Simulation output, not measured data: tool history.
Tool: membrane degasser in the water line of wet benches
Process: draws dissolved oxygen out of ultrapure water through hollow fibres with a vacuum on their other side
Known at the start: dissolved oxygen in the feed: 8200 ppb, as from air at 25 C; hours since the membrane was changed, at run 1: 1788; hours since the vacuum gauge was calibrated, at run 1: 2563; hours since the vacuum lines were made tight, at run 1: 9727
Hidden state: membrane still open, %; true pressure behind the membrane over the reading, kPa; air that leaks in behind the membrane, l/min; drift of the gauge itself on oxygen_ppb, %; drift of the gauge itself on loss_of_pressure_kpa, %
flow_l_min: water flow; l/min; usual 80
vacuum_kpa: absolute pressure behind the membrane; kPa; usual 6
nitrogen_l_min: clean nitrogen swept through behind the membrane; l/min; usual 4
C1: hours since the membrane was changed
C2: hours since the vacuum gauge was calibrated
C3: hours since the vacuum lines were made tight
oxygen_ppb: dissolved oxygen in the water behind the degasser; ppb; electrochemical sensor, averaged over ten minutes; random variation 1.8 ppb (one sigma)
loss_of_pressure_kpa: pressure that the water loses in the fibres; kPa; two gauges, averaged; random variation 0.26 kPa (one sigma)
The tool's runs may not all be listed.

Run 1, day 0: usual settings; C1 1788; C2 2563; C3 9727. Result: oxygen_ppb 184.8 ppb, loss_of_pressure_kpa 70.36 kPa.
Run 2, day 1.438: usual settings but flow_l_min 78 l/min; C1 1823; C2 2598; C3 9761. Result: oxygen_ppb 172.1 ppb, loss_of_pressure_kpa 68.4 kPa.
Run 3, day 2.654: usual settings but flow_l_min 78 l/min; C1 1852; C2 2627; C3 9791. Result: oxygen_ppb 177.2 ppb, loss_of_pressure_kpa 68.7 kPa.
Run 4, day 3.567: usual settings but flow_l_min 78 l/min; C1 1874; C2 2649; C3 9813. Result: oxygen_ppb 174.9 ppb, loss_of_pressure_kpa 68.28 kPa.
Run 5, day 4.542: usual settings but flow_l_min 92 l/min; C1 1897; C2 2672; C3 9836. Result: oxygen_ppb 233.8 ppb, loss_of_pressure_kpa 81.26 kPa.
Run 6, day 5.971: usual settings; C1 1931; C2 2707; C3 9870. Result: oxygen_ppb 180.2 ppb, loss_of_pressure_kpa 70.22 kPa.
Run 7, day 8.083: usual settings; C1 1982; C2 2757; C3 9921. Result: oxygen_ppb 188.6 ppb, loss_of_pressure_kpa 70.39 kPa.
Run 8, day 9.088: usual settings; C1 2006; C2 2782; C3 9945. Result: oxygen_ppb 189.4 ppb, loss_of_pressure_kpa 70.25 kPa.
Run 9, day 10.875: usual settings but flow_l_min 91 l/min; C1 2049; C2 2824; C3 9988. Result: oxygen_ppb 231.3 ppb, loss_of_pressure_kpa 80.35 kPa.
Run 10, day 12.8: usual settings but vacuum_kpa 5.61 kPa; C1 2095; C2 2871; C3 10034. Result: oxygen_ppb 168.2 ppb, loss_of_pressure_kpa 70.78 kPa.
Run 11, day 14.254: usual settings but flow_l_min 59 l/min; C1 2130; C2 2906; C3 10069. Result: oxygen_ppb 113.2 ppb, loss_of_pressure_kpa 51.88 kPa.
Run 12, day 16.112: usual settings; C1 2175; C2 2950; C3 10114. Result: oxygen_ppb 185.3 ppb, loss_of_pressure_kpa 70.41 kPa.
Run 13, day 17.125: usual settings; C1 2199; C2 2974; C3 10138. Result: oxygen_ppb 187.8 ppb, loss_of_pressure_kpa 71.12 kPa.
Run 14, day 18.767: usual settings; C1 2238; C2 3014; C3 10177. Result: oxygen_ppb 189.9 ppb, loss_of_pressure_kpa 70.58 kPa.
Run 15, day 20.075: usual settings; C1 2270; C2 3045; C3 10209. Result: oxygen_ppb 185 ppb, loss_of_pressure_kpa 70.82 kPa.
At day 20.296: vacuum gauge calibrated.
Run 16, day 21.758: usual settings; C1 2310; C2 35; C3 10249. Result: oxygen_ppb 192.1 ppb, loss_of_pressure_kpa 70.87 kPa.
Run 17, day 23.679: usual settings; C1 2356; C2 81; C3 10295. Result: oxygen_ppb 187.3 ppb, loss_of_pressure_kpa 70.35 kPa.
Run 18, day 25.033: usual settings but flow_l_min 50 l/min; C1 2388; C2 114; C3 10327. Result: oxygen_ppb 95.3 ppb, loss_of_pressure_kpa 44.19 kPa.
At day 25.429: vacuum gauge calibrated, once more.
Run 19, day 26.4: usual settings but flow_l_min 65 l/min, vacuum_kpa 7.28 kPa, nitrogen_l_min 4.34 l/min; C1 2421; C2 23; C3 10359. Result: oxygen_ppb 160.1 ppb, loss_of_pressure_kpa 57.23 kPa.
Run 20, day 27.8: usual settings but flow_l_min 64 l/min, vacuum_kpa 3.82 kPa, nitrogen_l_min 3.03 l/min; C1 2454; C2 57; C3 10393. Result: oxygen_ppb 51.5 ppb, loss_of_pressure_kpa 56.24 kPa.
Run 21, day 29.867: usual settings but flow_l_min 64 l/min, vacuum_kpa 3.82 kPa, nitrogen_l_min 3.03 l/min; C1 2504; C2 107; C3 10443. Result: oxygen_ppb 51.3 ppb, loss_of_pressure_kpa 56.47 kPa.
Run 22, day 31.112: usual settings but flow_l_min 64 l/min, vacuum_kpa 3.82 kPa, nitrogen_l_min 3.03 l/min; C1 2534; C2 136; C3 10473. Result: oxygen_ppb 52.7 ppb, loss_of_pressure_kpa 56.46 kPa.
Run 23, day 32.992: usual settings but flow_l_min 69 l/min, vacuum_kpa 10.09 kPa, nitrogen_l_min 10.58 l/min; C1 2579; C2 181; C3 10518. Result: oxygen_ppb 138.6 ppb, loss_of_pressure_kpa 61.22 kPa.
Run 24, day 34.108: usual settings but flow_l_min 60 l/min, vacuum_kpa 6.33 kPa; C1 2606; C2 208; C3 10545. Result: oxygen_ppb 123.6 ppb, loss_of_pressure_kpa 53.13 kPa.
Run 25, day 35.142: usual settings but flow_l_min 84 l/min, vacuum_kpa 6.33 kPa, nitrogen_l_min 3.24 l/min; C1 2630; C2 233; C3 10569. Result: oxygen_ppb 238.6 ppb, loss_of_pressure_kpa 73.85 kPa.
Run 26, day 36.112: usual settings but flow_l_min 72 l/min, vacuum_kpa 6.33 kPa, nitrogen_l_min 5.29 l/min; C1 2654; C2 256; C3 10593. Result: oxygen_ppb 137 ppb, loss_of_pressure_kpa 63.83 kPa.
Run 27, day 37.167: usual settings but vacuum_kpa 12.37 kPa; C1 2679; C2 282; C3 10618. Result: oxygen_ppb 448 ppb, loss_of_pressure_kpa 71.03 kPa.
Run 28, day 38.329: usual settings but flow_l_min 60 l/min, vacuum_kpa 5.42 kPa; C1 2707; C2 310; C3 10646. Result: oxygen_ppb 94.9 ppb, loss_of_pressure_kpa 52.74 kPa.
Run 29, day 39.967: usual settings but flow_l_min 120 l/min, vacuum_kpa 6.15 kPa; C1 2746; C2 349; C3 10685. Result: oxygen_ppb 388 ppb, loss_of_pressure_kpa 105.42 kPa.
Run 30, day 41.017: usual settings but flow_l_min 120 l/min, vacuum_kpa 6.15 kPa; C1 2771; C2 374; C3 10710. Result: oxygen_ppb 395.8 ppb, loss_of_pressure_kpa 105.81 kPa.
Run 31, day 43.229: usual settings but flow_l_min 50 l/min, nitrogen_l_min 4.59 l/min; C1 2824; C2 427; C3 10763. Result: oxygen_ppb 77.2 ppb, loss_of_pressure_kpa 44.18 kPa.

Hidden state or all else? Some run-to-run changes of oxygen_ppb, split into what the settings, what came in and random variation would give without the hidden state, and what is left for the hidden state (with any gauge scatter that isn't in both results):
Run 17 -> 18: flow_l_min 80 -> 50. oxygen_ppb -92 ppb: hidden state -6, all else -86.
Run 26 -> 27: flow_l_min 72 -> 80, vacuum_kpa 6.33 -> 12.37, nitrogen_l_min 5.29 -> 4. oxygen_ppb +311 ppb: hidden state +2, all else +309.
Run 27 -> 28: flow_l_min 80 -> 60, vacuum_kpa 12.37 -> 5.42. oxygen_ppb -353.1 ppb: hidden state -3.6, all else -349.5.
Run 28 -> 29: flow_l_min 60 -> 120, vacuum_kpa 5.42 -> 6.15. oxygen_ppb +293.1 ppb: hidden state +11.9, all else +281.2.
Run 30 -> 31: flow_l_min 120 -> 50, vacuum_kpa 6.15 -> 6, nitrogen_l_min 4 -> 4.59. oxygen_ppb -318.6 ppb: hidden state -13.1, all else -305.5.

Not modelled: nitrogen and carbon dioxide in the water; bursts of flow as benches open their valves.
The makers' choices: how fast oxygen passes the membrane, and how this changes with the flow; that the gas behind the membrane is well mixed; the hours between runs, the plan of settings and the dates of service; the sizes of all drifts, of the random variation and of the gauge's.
